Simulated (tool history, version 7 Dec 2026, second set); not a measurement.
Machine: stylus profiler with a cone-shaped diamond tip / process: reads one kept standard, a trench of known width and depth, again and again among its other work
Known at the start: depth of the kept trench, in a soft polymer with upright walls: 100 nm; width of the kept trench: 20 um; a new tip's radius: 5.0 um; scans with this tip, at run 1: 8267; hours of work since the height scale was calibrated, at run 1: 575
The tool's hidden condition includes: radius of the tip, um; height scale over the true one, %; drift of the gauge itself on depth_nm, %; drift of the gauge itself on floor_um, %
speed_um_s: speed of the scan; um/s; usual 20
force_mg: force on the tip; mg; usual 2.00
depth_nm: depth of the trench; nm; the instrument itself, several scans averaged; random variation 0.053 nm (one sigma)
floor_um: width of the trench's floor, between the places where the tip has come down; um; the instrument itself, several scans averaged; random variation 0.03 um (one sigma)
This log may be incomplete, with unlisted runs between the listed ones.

| run | hour | speed_um_s | force_mg | scans with this tip | hours of work since the height scale was calibrated | depth_nm | floor_um |
|---|---|---|---|---|---|---|---|
| 1 | 0.0 | 20 | 2.00 | 8267 | 575 | 101.47 | 17.51 |
| 2 | 61.3 | 20 | 2.00 | 8714 | 606 | 101.52 | 17.48 |
| 3 | 122.6 | 20 | 2.00 | 9161 | 637 | 101.52 | 17.48 |
| 4 | 170.4 | 20 | 1.77 | 9510 | 662 | 101.46 | 17.44 |
| 5 | 215.4 | 20 | 1.49 | 9838 | 685 | 101.33 | 17.44 |
| 6 | 242.6 | 20 | 1.49 | 10037 | 698 | 101.32 | 17.41 |
| 7 | 306.7 | 20 | 2.00 | 10504 | 731 | 101.62 | 17.40 |
| 8 | 338.0 | 20 | 2.00 | 10733 | 747 | 101.52 | 17.43 |
| 9 | 378.0 | 20 | 2.00 | 11025 | 767 | 101.55 | 17.42 |
| 10 | 415.4 | 20 | 2.00 | 11298 | 786 | 101.58 | 17.40 |
| 11 | 455.1 | 20 | 2.00 | 11587 | 806 | 101.57 | 17.38 |
| 12 | 506.1 | 20 | 1.56 | 11960 | 832 | 101.28 | 17.37 |
| 13 | 555.4 | 20 | 4.24 | 12319 | 857 | 102.42 | 17.35 |
|  | 559.5 | height scale calibrated on a step standard |
| 14 | 619.4 | 20 | 2.00 | 12782 | 30 | 101.79 | 17.34 |
| 15 | 649.8 | 20 | 2.00 | 13004 | 46 | 101.74 | 17.31 |
| 16 | 676.7 | 20 | 3.21 | 13200 | 59 | 102.22 | 17.31 |
| 17 | 707.4 | 20 | 3.21 | 13424 | 75 | 102.39 | 17.34 |
| 18 | 749.2 | 20 | 3.21 | 13729 | 96 | 102.28 | 17.24 |
|  | 781.8 | height scale calibrated on a step standard, once more |
| 19 | 806.5 | 20 | 2.29 | 14143 | 13 | 101.37 | 17.31 |
| 20 | 845.4 | 20 | 2.29 | 14428 | 32 | 101.41 | 17.23 |
| 21 | 874.1 | 20 | 2.29 | 14637 | 47 | 101.31 | 17.24 |
| 22 | 915.8 | 20 | 2.29 | 14941 | 68 | 101.48 | 17.23 |
| 23 | 975.8 | 20 | 2.29 | 15379 | 98 | 101.35 | 17.16 |
| 24 | 1032.8 | 38 | 1.13 | 15794 | 127 | 100.87 | 17.04 |
| 25 | 1090.3 | 38 | 1.13 | 16214 | 157 | 100.94 | 17.09 |
| 26 | 1130.6 | 6 | 2.00 | 16508 | 177 | 101.29 | 17.23 |
| 27 | 1168.8 | 35 | 5.23 | 16787 | 196 | 102.61 | 17.20 |
| 28 | 1222.8 | 7 | 1.83 | 17180 | 224 | 101.23 | 17.19 |
| 29 | 1274.7 | 38 | 0.73 | 17559 | 250 | 100.67 | 16.90 |
| 30 | 1332.2 | 21 | 4.41 | 17978 | 279 | 102.20 | 17.17 |
| 31 | 1378.3 | 37 | 2.03 | 18315 | 303 | 101.33 | 17.05 |
| 32 | 1411.5 | 60 | 1.09 | 18557 | 320 | 100.92 | 16.88 |
| 33 | 1452.2 | 60 | 1.09 | 18854 | 340 | 100.95 | 16.85 |
| 34 | 1501.8 | 11 | 1.24 | 19216 | 365 | 101.07 | 17.08 |
| 35 | 1556.7 | 64 | 1.24 | 19616 | 393 | 101.03 | 16.80 |
| 36 | 1589.8 | 16 | 5.68 | 19858 | 410 | 102.68 | 17.07 |
| 37 | 1637.1 | 22 | 1.75 | 20203 | 434 | 101.24 | 17.00 |
| 38 | 1695.5 | 6 | 4.63 | 20629 | 464 | 102.37 | 17.08 |
| 39 | 1729.3 | 6 | 4.63 | 20876 | 481 | 102.40 | 17.09 |
| 40 | 1763.1 | 6 | 4.63 | 21123 | 498 | 102.47 | 17.07 |
| 41 | 1827.9 | 6 | 4.63 | 21595 | 531 | 102.42 | 17.05 |
| 42 | 1857.9 | 16 | 0.73 | 21814 | 546 | 100.74 | 16.92 |
| 43 | 1907.5 | 37 | 2.00 | 22176 | 571 | 101.45 | 16.83 |
| 44 | 1938.0 | 37 | 2.00 | 22399 | 587 | 101.48 | 16.85 |

Expected results for the next run?
| 45 | 1972.2 | 37 | 2.00 | 22648 | 604 | ? | ? |

Run 45 measured depth_nm 101.46 nm, floor_um 16.85 um.
If the tool had no hidden condition, the same run with the same run-to-run variation would have returned depth_nm 101.28 nm, floor_um 17.86 um.

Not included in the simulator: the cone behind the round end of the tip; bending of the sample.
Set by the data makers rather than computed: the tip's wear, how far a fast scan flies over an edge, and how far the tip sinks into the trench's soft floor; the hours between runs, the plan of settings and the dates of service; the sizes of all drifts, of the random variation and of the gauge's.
